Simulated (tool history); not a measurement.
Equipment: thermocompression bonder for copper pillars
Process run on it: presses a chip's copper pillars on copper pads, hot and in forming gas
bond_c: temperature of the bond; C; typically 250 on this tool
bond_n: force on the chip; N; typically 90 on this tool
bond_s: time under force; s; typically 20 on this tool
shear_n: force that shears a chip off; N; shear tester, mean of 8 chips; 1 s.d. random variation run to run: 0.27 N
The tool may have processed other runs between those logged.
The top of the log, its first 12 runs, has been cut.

run     day  bond_c  bond_n  bond_s  hours of work since the heater was calibrated  hours of work since the force cell was calibrated  hours of work since the gas filter was changed  shear_n
 13  11.279     253      90      20                                            663                                                795                                             133       32
     12.333  -- forming gas filter changed
 14  12.421     253      90      20                                            679                                                811                                               1     34.2
 15  13.071     253      90      20                                            688                                                820                                              10     33.7
 16  14.221     250      90      20                                            704                                                836                                              27     31.9
 17  15.579     228      90      20                                            723                                                855                                              46       21
 18  16.408     228      90      20                                            735                                                867                                              57     21.1
 19  17.292     228      90      20                                            747                                                880                                              70     21.1
 20  18.508     228      90      20                                            765                                                897                                              87     20.4
 21  19.767     234      70      26                                            782                                                914                                             105     19.9
 22  20.488     270     106      16                                            793                                                925                                             115     44.1
 23  21.671     270     106      16                                            809                                                941                                             132       44
 24  22.812     270     109      46                                            825                                                957                                             148     58.1
       22.9  -- forming gas filter changed
 25  23.617     228      90      20                                            836                                                968                                              10     21.5
 26  24.575     248      62      50                                            850                                                982                                              24     30.2
 27  25.329     239      62      13                                            860                                                992                                              34     14.2
 28  26.712     239     118      13                                            880                                               1012                                              54     28.5
 29  27.433     277     114      13                                            890                                               1022                                              64       49

Estimate the outcome of run 30 from the log above:
 30  28.683     268      94      13                                            908                                               1040                                              82        ?

shear_n: 36.6 N
With no hidden state in the tool, this same run would have given shear_n 39.3 N.
